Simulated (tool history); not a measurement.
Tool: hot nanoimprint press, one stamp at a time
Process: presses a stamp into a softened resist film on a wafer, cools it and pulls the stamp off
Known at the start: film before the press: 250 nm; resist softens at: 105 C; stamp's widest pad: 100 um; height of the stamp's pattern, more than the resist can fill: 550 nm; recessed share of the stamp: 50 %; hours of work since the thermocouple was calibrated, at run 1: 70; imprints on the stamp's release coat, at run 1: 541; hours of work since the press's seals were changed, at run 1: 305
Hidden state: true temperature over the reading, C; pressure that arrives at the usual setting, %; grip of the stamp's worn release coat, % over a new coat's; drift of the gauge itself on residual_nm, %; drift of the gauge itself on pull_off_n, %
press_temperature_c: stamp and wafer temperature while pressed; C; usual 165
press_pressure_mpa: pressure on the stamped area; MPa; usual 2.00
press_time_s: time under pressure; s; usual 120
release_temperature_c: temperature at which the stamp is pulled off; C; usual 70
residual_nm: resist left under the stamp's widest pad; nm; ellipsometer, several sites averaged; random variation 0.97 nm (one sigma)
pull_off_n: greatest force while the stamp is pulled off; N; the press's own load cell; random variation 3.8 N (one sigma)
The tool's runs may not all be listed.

run,day,press_temperature_c,press_pressure_mpa,press_time_s,release_temperature_c,hours of work since the thermocouple was calibrated,imprints on the stamp's release coat,hours of work since the press's seals were changed,residual_nm,pull_off_n
1,0.000,165,2.00,120,70,70,541,305,142.5,206
2,0.517,162,2.00,120,70,77,583,312,162.5,218
3,1.004,165,2.00,120,70,83,623,318,140.5,213
4,1.488,165,2.00,120,70,90,662,325,140.3,212
5,2.138,165,2.00,120,63,98,715,333,141.5,232
6,2.721,165,2.00,120,63,106,762,341,141.4,236
7,3.371,165,2.00,120,63,114,816,349,142.1,238
8,3.788,165,2.00,120,63,120,849,355,142.3,238
9,4.379,165,2.00,120,63,128,898,362,140.8,244
10,4.912,165,2.00,72,63,135,941,369,165.5,237
11,5.271,165,2.00,120,70,139,970,374,141.3,227
12,5.708,165,2.00,120,70,145,1006,380,141.9,239
13,6.083,155,2.18,194,63,150,1037,385,190.9,259
14,6.442,159,1.63,110,64,155,1066,389,199.2,257
15,6.925,159,1.63,110,64,161,1105,396,200.5,251
16,7.458,159,1.63,110,64,168,1148,403,196.4,258
17,7.938,159,2.84,219,64,174,1188,409,143.2,260
18,8.412,163,2.00,120,61,181,1226,415,158.1,256
19,9.062,165,2.22,120,70,189,1279,424,138.9,247
20,9.367,165,2.22,120,70,193,1304,428,137.2,248
21,9.925,169,2.37,150,70,200,1349,435,98.6,245
22,10.604,169,2.37,150,70,209,1405,444,98.7,248
23,10.958,165,1.76,92,63,214,1434,449,163.1,267

5 ways to go on from here, each from the tool as it stands after run 23. What would each give?
A,11.554,165,1.76,123,63,222,1482,457,?,?
B,11.554,165,1.43,62,70,222,1482,457,?,?
C,11.554,165,1.51,92,63,222,1482,457,?,?
D,11.554,165,2.34,120,76,222,1482,457,?,?
E,11.554,175,2.00,171,64,222,1482,457,?,?

run,residual_nm,pull_off_n
A,148.1,277
B,190.7,247
C,170.9,271
D,135.3,237
E,70.2,271
Without the tool's hidden state the same runs would have given:
run,residual_nm,pull_off_n
A,142.3,200
B,185.9,178
C,165.5,195
D,129.0,170
E,66.6,195

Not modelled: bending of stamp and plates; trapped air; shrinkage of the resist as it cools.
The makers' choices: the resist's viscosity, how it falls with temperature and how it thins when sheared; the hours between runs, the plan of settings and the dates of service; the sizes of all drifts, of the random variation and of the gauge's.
